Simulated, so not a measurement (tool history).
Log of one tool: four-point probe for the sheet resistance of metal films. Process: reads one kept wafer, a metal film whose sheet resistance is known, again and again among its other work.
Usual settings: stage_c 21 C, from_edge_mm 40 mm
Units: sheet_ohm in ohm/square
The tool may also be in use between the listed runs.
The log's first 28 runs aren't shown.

| run | day | stage_c | from_edge_mm | touches since the probe head was changed | hours of work since the stage's thermometer was calibrated | sheet_ohm |
|---|---|---|---|---|---|---|
| 29 | 59.396 | 31 | 53 | 44635 | 152 | 0.407247 |
| 30 | 61.121 | 31 | 49 | 45383 | 180 | 0.407314 |
| 31 | 62.954 | 21 | 39 | 46179 | 210 | 0.404186 |
| 32 | 64.975 | 28 | 18 | 47055 | 242 | 0.407177 |
| 33 | 67.612 | 26 | 37 | 48200 | 285 | 0.405739 |
| 34 | 70.312 | 32 | 17 | 49372 | 329 | 0.408612 |
| 35 | 72.154 | 21 | 8 | 50170 | 358 | 0.40943 |
| 36 | 73.75 | 23 | 3 | 50861 | 384 | 0.439961 |
| 37 | 75.35 | 25 | 11 | 51556 | 410 | 0.408289 |
| 38 | 77.725 | 19 | 57 | 52587 | 448 | 0.403608 |
| 39 | 79.971 | 24 | 34 | 53561 | 484 | 0.405399 |
| 40 | 81.196 | 24 | 4 | 54092 | 504 | 0.425772 |
| 41 | 83.029 | 35 | 40 | 54888 | 534 | 0.408454 |

5 ways to go on from here, each from the tool as it stands after run 41. What would each give?
| A | 85.342 | 27 | 6 | 55892 | 571 | ? |
| B | 85.342 | 18 | 51 | 55892 | 571 | ? |
| C | 85.342 | 18 | 3 | 55892 | 571 | ? |
| D | 85.342 | 19 | 4 | 55892 | 571 | ? |
| E | 85.342 | 33 | 14 | 55892 | 571 | ? |

| run | sheet_ohm |
|---|---|
| A | 0.415405 |
| B | 0.403375 |
| C | 0.438361 |
| D | 0.424146 |
| E | 0.409417 |
Without the tool's hidden state the same runs would have given:
| run | sheet_ohm |
|---|---|
| A | 0.414053 |
| B | 0.402066 |
| C | 0.43695 |
| D | 0.422775 |
| E | 0.408079 |

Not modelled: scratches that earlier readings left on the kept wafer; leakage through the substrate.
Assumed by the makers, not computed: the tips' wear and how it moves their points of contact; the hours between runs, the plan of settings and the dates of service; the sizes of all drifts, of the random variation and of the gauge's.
